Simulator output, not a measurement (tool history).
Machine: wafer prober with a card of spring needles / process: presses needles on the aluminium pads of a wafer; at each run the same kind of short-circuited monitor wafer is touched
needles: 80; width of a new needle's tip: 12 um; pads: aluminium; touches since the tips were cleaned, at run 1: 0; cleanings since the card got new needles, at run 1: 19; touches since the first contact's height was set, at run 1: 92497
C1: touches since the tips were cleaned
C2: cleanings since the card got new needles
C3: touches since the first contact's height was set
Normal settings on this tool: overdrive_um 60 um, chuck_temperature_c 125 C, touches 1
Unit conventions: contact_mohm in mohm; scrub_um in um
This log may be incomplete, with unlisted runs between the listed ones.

Run 1, day 0: usual settings; C1 0; C2 19; C3 92497. Result: contact_mohm 140 mohm, scrub_um 9.36 um.
At day 0.433: tips cleaned on abrasive film.
At day 0.858: tips cleaned on abrasive film.
Run 2, day 1.146: usual settings; C1 3217; C2 21; C3 105208. Result: contact_mohm 138 mohm, scrub_um 9.3 um.
At day 1.312: tips cleaned on abrasive film.
At day 1.721: tips cleaned on abrasive film.
At day 2.121: tips cleaned on abrasive film.
Run 3, day 2.121: usual settings; C1 0; C2 24; C3 115981. Result: contact_mohm 139 mohm, scrub_um 9.27 um.
At day 2.538: tips cleaned on abrasive film.
At day 2.962: tips cleaned on abrasive film.
Run 4, day 3.108: usual settings; C1 1631; C2 26; C3 126938. Result: contact_mohm 137 mohm, scrub_um 9.35 um.
At day 3.417: tips cleaned on abrasive film.
At day 3.846: tips cleaned on abrasive film.
Run 5, day 3.858: usual settings; C1 122; C2 28; C3 135227. Result: contact_mohm 139 mohm, scrub_um 9.36 um.
At day 4.242: tips cleaned on abrasive film.
Run 6, day 4.512: usual settings; C1 3033; C2 29; C3 142497. Result: contact_mohm 140 mohm, scrub_um 9.37 um.
At day 4.7: tips cleaned on abrasive film.
At day 5.088: tips cleaned on abrasive film.
At day 5.492: tips cleaned on abrasive film.
Run 7, day 5.538: usual settings; C1 497; C2 32; C3 153823. Result: contact_mohm 138 mohm, scrub_um 9.22 um.
At day 5.921: tips cleaned on abrasive film.
At day 6.321: tips cleaned on abrasive film.
Run 8, day 6.379: usual settings; C1 651; C2 34; C3 163171. Result: contact_mohm 137 mohm, scrub_um 9.27 um.
At day 6.704: tips cleaned on abrasive film.
Run 9, day 6.996: usual settings; C1 3251; C2 35; C3 170004. Result: contact_mohm 138 mohm, scrub_um 9.3 um.
At day 7.121: tips cleaned on abrasive film.
At day 7.133: height of the first contact set anew.
Run 10, day 7.496: usual settings; C1 4066; C2 36; C3 4066. Result: contact_mohm 137 mohm, scrub_um 9.26 um.
At day 7.579: tips cleaned on abrasive film.
At day 8.025: tips cleaned on abrasive film.
Run 11, day 8.317: usual settings; C1 3254; C2 38; C3 13126. Result: contact_mohm 138 mohm, scrub_um 9.27 um.
At day 8.454: tips cleaned on abrasive film.
At day 8.862: tips cleaned on abrasive film.
Run 12, day 9.012: usual settings; C1 1697; C2 40; C3 20837. Result: contact_mohm 139 mohm, scrub_um 9.31 um.
At day 9.25: tips cleaned on abrasive film.
Run 13, day 9.496: usual settings; C1 2762; C2 41; C3 26205. Result: contact_mohm 138 mohm, scrub_um 9.35 um.
At day 9.679: tips cleaned on abrasive film.
At day 10.133: tips cleaned on abrasive film.
Run 14, day 10.471: usual settings but touches 2; C1 3813; C2 43; C3 37022. Result: contact_mohm 136 mohm, scrub_um 9.26 um.
At day 10.538: tips cleaned on abrasive film.
At day 10.983: tips cleaned on abrasive film.
At day 11.358: tips cleaned on abrasive film.
Run 15, day 11.533: usual settings but chuck_temperature_c 97 C, touches 2; C1 1948; C2 46; C3 48763. Result: contact_mohm 132 mohm, scrub_um 9.27 um.
At day 11.771: tips cleaned on abrasive film.
At day 12.179: tips cleaned on abrasive film.
At day 12.608: tips cleaned on abrasive film.
Run 16, day 12.683: usual settings but chuck_temperature_c 97 C, touches 2; C1 834; C2 49; C3 61461. Result: contact_mohm 134 mohm, scrub_um 9.28 um.
At day 13.058: tips cleaned on abrasive film.
At day 13.462: tips cleaned on abrasive film.
Run 17, day 13.575: usual settings but chuck_temperature_c 38 C, touches 2; C1 1237; C2 51; C3 71344. Result: contact_mohm 123 mohm, scrub_um 9.31 um.
At day 13.875: tips cleaned on abrasive film.
At day 14.267: tips cleaned on abrasive film.
Run 18, day 14.446: usual settings but overdrive_um 59 um, chuck_temperature_c 29 C; C1 2031; C2 53; C3 81021. Result: contact_mohm 123 mohm, scrub_um 9.08 um.
At day 14.671: tips cleaned on abrasive film.
At day 15.121: tips cleaned on abrasive film.
Run 19, day 15.25: usual settings but overdrive_um 53 um, chuck_temperature_c 57 C; C1 1448; C2 55; C3 89909. Result: contact_mohm 131 mohm, scrub_um 8.22 um.
At day 15.529: tips cleaned on abrasive film.
At day 15.971: tips cleaned on abrasive film.
At day 16.358: tips cleaned on abrasive film.
Run 20, day 16.358: usual settings but chuck_temperature_c 84 C, touches 2; C1 0; C2 58; C3 102173. Result: contact_mohm 133 mohm, scrub_um 9.3 um.
At day 16.783: tips cleaned on abrasive film.
Run 21, day 17.108: usual settings but chuck_temperature_c 77 C; C1 3639; C2 59; C3 110501. Result: contact_mohm 130 mohm, scrub_um 9.28 um.
At day 17.196: tips cleaned on abrasive film.
At day 17.579: tips cleaned on abrasive film.
Run 22, day 17.838: usual settings but chuck_temperature_c 77 C; C1 2859; C2 61; C3 118556. Result: contact_mohm 132 mohm, scrub_um 9.22 um.
At day 18.004: tips cleaned on abrasive film.
At day 18.392: tips cleaned on abrasive film.
Run 23, day 18.625: usual settings but overdrive_um 59 um, chuck_temperature_c 42 C; C1 2619; C2 63; C3 127298. Result: contact_mohm 125 mohm, scrub_um 9.15 um.
At day 18.8: tips cleaned on abrasive film.
At day 19.192: tips cleaned on abrasive film.
At day 19.583: tips cleaned on abrasive film.
Run 24, day 19.788: usual settings but overdrive_um 59 um, chuck_temperature_c 42 C; C1 2268; C2 66; C3 140156. Result: contact_mohm 127 mohm, scrub_um 9.18 um.
At day 19.962: tips cleaned on abrasive film.
At day 20.425: tips cleaned on abrasive film.
Run 25, day 20.617: usual settings but overdrive_um 68 um, chuck_temperature_c 42 C; C1 2140; C2 68; C3 149325. Result: contact_mohm 122 mohm, scrub_um 10.57 um.
At day 20.85: tips cleaned on abrasive film.
At day 21.262: tips cleaned on abrasive film.
At day 21.679: tips cleaned on abrasive film.
Run 26, day 21.742: usual settings but overdrive_um 68 um, chuck_temperature_c 42 C; C1 697; C2 71; C3 161780. Result: contact_mohm 122 mohm, scrub_um 10.43 um.
At day 22.104: tips cleaned on abrasive film.
At day 22.575: tips cleaned on abrasive film.
At day 22.588: height of the first contact set anew.
Run 27, day 22.829: usual settings but overdrive_um 56 um, chuck_temperature_c 93 C; C1 2707; C2 73; C3 2707. Result: contact_mohm 134 mohm, scrub_um 8.59 um.

Here are 3 independent what-if runs from the current tool condition. What would each one return?
At day 23.017: tips cleaned on abrasive film.
At day 23.421: tips cleaned on abrasive film.
Run A, day 23.508: usual settings but overdrive_um 56 um, chuck_temperature_c 29 C; C1 993; C2 75; C3 10223. Result: contact_mohm ?, scrub_um ?.
At day 23.017: tips cleaned on abrasive film.
At day 23.421: tips cleaned on abrasive film.
Run B, day 23.508: usual settings but chuck_temperature_c 60 C, touches 2; C1 993; C2 75; C3 10223. Result: contact_mohm ?, scrub_um ?.
At day 23.017: tips cleaned on abrasive film.
At day 23.421: tips cleaned on abrasive film.
Run C, day 23.508: usual settings but overdrive_um 46 um, chuck_temperature_c 70 C; C1 993; C2 75; C3 10223. Result: contact_mohm ?, scrub_um ?.

run  contact_mohm  scrub_um
  A           124      8.76
  B           130      9.12
  C           135      7.15
With the hidden condition removed and each run's random variation left untouched, the same runs would have given:
run  contact_mohm  scrub_um
  A           124      8.76
  B           130      9.12
  C           135      7.15
